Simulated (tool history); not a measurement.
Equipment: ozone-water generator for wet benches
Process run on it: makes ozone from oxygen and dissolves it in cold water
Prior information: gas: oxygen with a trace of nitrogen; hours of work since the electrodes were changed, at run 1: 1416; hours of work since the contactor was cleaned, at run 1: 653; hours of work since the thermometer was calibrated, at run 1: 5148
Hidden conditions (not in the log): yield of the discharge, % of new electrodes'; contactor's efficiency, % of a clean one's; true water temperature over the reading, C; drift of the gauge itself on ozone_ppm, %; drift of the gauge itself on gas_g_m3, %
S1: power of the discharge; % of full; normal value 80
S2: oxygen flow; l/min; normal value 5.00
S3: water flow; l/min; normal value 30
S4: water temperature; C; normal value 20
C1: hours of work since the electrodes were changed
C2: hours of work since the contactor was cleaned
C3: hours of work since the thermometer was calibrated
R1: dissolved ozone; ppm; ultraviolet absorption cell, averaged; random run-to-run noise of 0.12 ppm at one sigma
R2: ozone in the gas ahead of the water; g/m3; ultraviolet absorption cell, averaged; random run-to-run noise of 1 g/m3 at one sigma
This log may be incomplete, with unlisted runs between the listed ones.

Run 1, day 0.000: usual settings; C1 1416; C2 653; C3 5148. Result: R1 10.2 ppm, R2 172.4 g/m3.
Run 2, day 1.425: usual settings; C1 1437; C2 674; C3 5169. Result: R1 10.3 ppm, R2 170.9 g/m3.
Run 3, day 4.167: usual settings; C1 1478; C2 716; C3 5210. Result: R1 10.3 ppm, R2 172.8 g/m3.
Run 4, day 6.742: usual settings; C1 1516; C2 754; C3 5249. Result: R1 10.2 ppm, R2 173.7 g/m3.
Run 5, day 8.417: usual settings but S4 15 C; C1 1542; C2 779; C3 5274. Result: R1 10.9 ppm, R2 172.8 g/m3.
At day 9.867: water thermometer calibrated.
Run 6, day 10.288: usual settings; C1 1569; C2 807; C3 6. Result: R1 10.6 ppm, R2 173.0 g/m3.
Run 7, day 12.983: usual settings; C1 1610; C2 847; C3 47. Result: R1 10.4 ppm, R2 171.7 g/m3.
Run 8, day 14.258: usual settings; C1 1629; C2 866; C3 66. Result: R1 10.4 ppm, R2 173.0 g/m3.
Run 9, day 16.279: usual settings; C1 1659; C2 896; C3 96. Result: R1 10.4 ppm, R2 172.9 g/m3.
Run 10, day 17.804: usual settings but S4 25 C; C1 1682; C2 919; C3 119. Result: R1 9.7 ppm, R2 174.8 g/m3.
Run 11, day 19.983: usual settings; C1 1714; C2 952; C3 151. Result: R1 10.2 ppm, R2 174.1 g/m3.
Run 12, day 21.575: usual settings; C1 1738; C2 976; C3 175. Result: R1 10.5 ppm, R2 173.1 g/m3.
Run 13, day 23.862: usual settings; C1 1772; C2 1010; C3 209. Result: R1 10.1 ppm, R2 176.4 g/m3.
Run 14, day 25.267: usual settings; C1 1793; C2 1031; C3 231. Result: R1 10.3 ppm, R2 175.3 g/m3.
Run 15, day 28.175: usual settings; C1 1837; C2 1075; C3 274. Result: R1 10.1 ppm, R2 174.5 g/m3.
Run 16, day 29.908: usual settings; C1 1863; C2 1101; C3 300. Result: R1 10.2 ppm, R2 174.4 g/m3.
Run 17, day 31.321: usual settings but S3 18 l/min; C1 1884; C2 1122; C3 321. Result: R1 16.5 ppm, R2 175.0 g/m3.
Run 18, day 32.850: usual settings but S3 18 l/min; C1 1907; C2 1145; C3 344. Result: R1 16.3 ppm, R2 174.9 g/m3.
Run 19, day 34.679: usual settings but S1 55 % of full, S3 41 l/min; C1 1934; C2 1172; C3 371. Result: R1 5.8 ppm, R2 130.5 g/m3.
Run 20, day 37.262: usual settings but S1 55 % of full, S2 2.80 l/min, S3 41 l/min; C1 1973; C2 1211; C3 410. Result: R1 4.3 ppm, R2 157.1 g/m3.
Run 21, day 39.912: usual settings but S1 55 % of full, S2 8.19 l/min, S3 21 l/min; C1 2013; C2 1250; C3 450. Result: R1 11.6 ppm, R2 114.0 g/m3.
Run 22, day 41.346: usual settings but S1 55 % of full, S2 8.19 l/min, S3 21 l/min; C1 2034; C2 1272; C3 471. Result: R1 11.7 ppm, R2 114.1 g/m3.
Run 23, day 43.471: usual settings but S1 55 % of full, S2 8.19 l/min, S3 21 l/min; C1 2066; C2 1304; C3 503. Result: R1 11.8 ppm, R2 114.1 g/m3.
Run 24, day 44.992: usual settings but S1 55 % of full, S2 8.19 l/min, S3 21 l/min; C1 2089; C2 1326; C3 526. Result: R1 11.8 ppm, R2 113.7 g/m3.
Run 25, day 46.975: usual settings but S1 55 % of full, S2 8.19 l/min, S3 21 l/min, S4 19 C; C1 2118; C2 1356; C3 556. Result: R1 12.0 ppm, R2 115.8 g/m3.
Run 26, day 48.538: usual settings but S1 59 % of full, S2 5.87 l/min, S3 23 l/min, S4 13 C; C1 2142; C2 1379; C3 579. Result: R1 11.9 ppm, R2 133.4 g/m3.
Run 27, day 50.575: usual settings but S1 45 % of full, S2 5.87 l/min, S3 23 l/min, S4 17 C; C1 2172; C2 1410; C3 609. Result: R1 9.1 ppm, R2 108.8 g/m3.
Run 28, day 52.221: usual settings but S4 14 C; C1 2197; C2 1435; C3 634. Result: R1 11.3 ppm, R2 174.4 g/m3.
Run 29, day 53.696: usual settings but S4 14 C; C1 2219; C2 1457; C3 656. Result: R1 10.9 ppm, R2 176.5 g/m3.
Run 30, day 55.717: usual settings but S1 77 % of full; C1 2249; C2 1487; C3 686. Result: R1 10.0 ppm, R2 171.7 g/m3.
Run 31, day 58.500: usual settings but S1 63 % of full, S2 8.47 l/min, S3 46 l/min, S4 17 C; C1 2291; C2 1528; C3 728. Result: R1 7.0 ppm, R2 125.8 g/m3.

Below are 3 alternative next runs, each starting from the tool's condition after run 31. Predict each:
Run A, day 60.821: usual settings but S1 63 % of full, S2 3.87 l/min, S3 40 l/min, S4 13 C; C1 2326; C2 1563; C3 763. Result: R1 ?, R2 ?.
Run B, day 60.821: usual settings but S2 6.57 l/min, S4 19 C; C1 2326; C2 1563; C3 763. Result: R1 ?, R2 ?.
Run C, day 60.821: usual settings but S4 25 C; C1 2326; C2 1563; C3 763. Result: R1 ?, R2 ?.

run    R1     R2
  A   6.1  158.3
  B  11.6  161.2
  C   9.7  176.7
What these runs would have given with no unlogged condition in the tool:
run    R1     R2
  A   6.1  153.9
  B  11.6  156.8
  C   9.8  171.8
